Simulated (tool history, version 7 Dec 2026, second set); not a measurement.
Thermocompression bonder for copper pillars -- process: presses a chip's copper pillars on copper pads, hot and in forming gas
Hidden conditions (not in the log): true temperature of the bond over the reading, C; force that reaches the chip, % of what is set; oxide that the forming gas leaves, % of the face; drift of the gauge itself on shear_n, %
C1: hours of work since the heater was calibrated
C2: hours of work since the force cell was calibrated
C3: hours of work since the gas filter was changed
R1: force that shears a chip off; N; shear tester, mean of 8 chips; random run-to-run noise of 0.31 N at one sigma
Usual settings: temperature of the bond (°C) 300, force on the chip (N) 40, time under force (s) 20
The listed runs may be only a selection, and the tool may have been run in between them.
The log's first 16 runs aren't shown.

run 17 hour=463.4 | temperature_of_the_bond_(°C)=300 force_on_the_chip_(N)=45 time_under_force_(s)=20 | C1=263 C2=1406 C3=30 | R1=110.9
run 18 hour=484.4 | temperature_of_the_bond_(°C)=300 force_on_the_chip_(N)=48 time_under_force_(s)=20 | C1=279 C2=1422 C3=47 | R1=112.7
run 19 hour=505.4 | temperature_of_the_bond_(°C)=300 force_on_the_chip_(N)=48 time_under_force_(s)=20 | C1=296 C2=1438 C3=63 | R1=113.0
run 20 hour=528.2 | temperature_of_the_bond_(°C)=300 force_on_the_chip_(N)=40 time_under_force_(s)=20 | C1=313 C2=1456 C3=81 | R1=106.1
run 21 hour=557.8 | temperature_of_the_bond_(°C)=278 force_on_the_chip_(N)=28 time_under_force_(s)=24 | C1=336 C2=1479 C3=104 | R1=79.3
run 22 hour=581.5 | temperature_of_the_bond_(°C)=320 force_on_the_chip_(N)=25 time_under_force_(s)=27 | C1=355 C2=1497 C3=122 | R1=109.8
run 23 hour=619.8 | temperature_of_the_bond_(°C)=279 force_on_the_chip_(N)=55 time_under_force_(s)=20 | C1=384 C2=1527 C3=152 | R1=101.9
run 24 hour=658.3 | temperature_of_the_bond_(°C)=279 force_on_the_chip_(N)=34 time_under_force_(s)=24 | C1=414 C2=1557 C3=181 | R1=87.7
run 25 hour=695.5 | temperature_of_the_bond_(°C)=300 force_on_the_chip_(N)=33 time_under_force_(s)=20 | C1=443 C2=1586 C3=210 | R1=99.0
run 26 hour=731.0 | temperature_of_the_bond_(°C)=325 force_on_the_chip_(N)=40 time_under_force_(s)=20 | C1=470 C2=1613 C3=238 | R1=121.3
run 27 hour=754.7 | temperature_of_the_bond_(°C)=294 force_on_the_chip_(N)=26 time_under_force_(s)=19 | C1=489 C2=1632 C3=256 | R1=83.1
run 28 hour=794.0 | temperature_of_the_bond_(°C)=304 force_on_the_chip_(N)=39 time_under_force_(s)=12 | C1=519 C2=1662 C3=287 | R1=94.8
run 29 hour=816.4 | temperature_of_the_bond_(°C)=322 force_on_the_chip_(N)=52 time_under_force_(s)=16 | C1=537 C2=1680 C3=304 | R1=123.5
run 30 hour=850.8 | temperature_of_the_bond_(°C)=322 force_on_the_chip_(N)=52 time_under_force_(s)=16 | C1=563 C2=1706 C3=331 | R1=123.3
run 31 hour=867.5 | temperature_of_the_bond_(°C)=282 force_on_the_chip_(N)=56 time_under_force_(s)=36 | C1=576 C2=1719 C3=344 | R1=118.4
-- hour=877.2 forming gas filter changed
run 32 hour=886.2 | temperature_of_the_bond_(°C)=300 force_on_the_chip_(N)=40 time_under_force_(s)=60 | C1=590 C2=1733 C3=7 | R1=130.6
run 33 hour=908.7 | temperature_of_the_bond_(°C)=295 force_on_the_chip_(N)=40 time_under_force_(s)=13 | C1=608 C2=1751 C3=24 | R1=92.9
run 34 hour=946.7 | temperature_of_the_bond_(°C)=303 force_on_the_chip_(N)=30 time_under_force_(s)=30 | C1=637 C2=1780 C3=54 | R1=109.6
run 35 hour=978.6 | temperature_of_the_bond_(°C)=303 force_on_the_chip_(N)=30 time_under_force_(s)=30 | C1=662 C2=1805 C3=79 | R1=109.3
run 36 hour=997.2 | temperature_of_the_bond_(°C)=278 force_on_the_chip_(N)=30 time_under_force_(s)=48 | C1=676 C2=1819 C3=93 | R1=102.1
run 37 hour=1035.8 | temperature_of_the_bond_(°C)=300 force_on_the_chip_(N)=40 time_under_force_(s)=12 | C1=706 C2=1849 C3=123 | R1=94.8
run 38 hour=1064.1 | temperature_of_the_bond_(°C)=300 force_on_the_chip_(N)=40 time_under_force_(s)=12 | C1=728 C2=1871 C3=145 | R1=94.4
run 39 hour=1088.0 | temperature_of_the_bond_(°C)=305 force_on_the_chip_(N)=40 time_under_force_(s)=20 | C1=747 C2=1890 C3=163 | R1=111.5
-- hour=1112.2 force cell calibrated
run 40 hour=1128.0 | temperature_of_the_bond_(°C)=305 force_on_the_chip_(N)=40 time_under_force_(s)=20 | C1=777 C2=12 C3=193 | R1=114.2

Each row is a separate what-if for the run after 40, all from the same tool condition, not one after another. Results?
run A hour=1159.5 | temperature_of_the_bond_(°C)=300 force_on_the_chip_(N)=29 time_under_force_(s)=23 | C1=801 C2=37 C3=218 | R1=?
run B hour=1159.5 | temperature_of_the_bond_(°C)=325 force_on_the_chip_(N)=59 time_under_force_(s)=11 | C1=801 C2=37 C3=218 | R1=?
run C hour=1159.5 | temperature_of_the_bond_(°C)=274 force_on_the_chip_(N)=59 time_under_force_(s)=12 | C1=801 C2=37 C3=218 | R1=?

run=A R1=101.8
run=B R1=124.6
run=C R1=92.4
The same runs, with their run-to-run variation unchanged, on a tool lacking any hidden condition would have given:
run=A R1=96.8
run=B R1=122.1
run=C R1=86.6

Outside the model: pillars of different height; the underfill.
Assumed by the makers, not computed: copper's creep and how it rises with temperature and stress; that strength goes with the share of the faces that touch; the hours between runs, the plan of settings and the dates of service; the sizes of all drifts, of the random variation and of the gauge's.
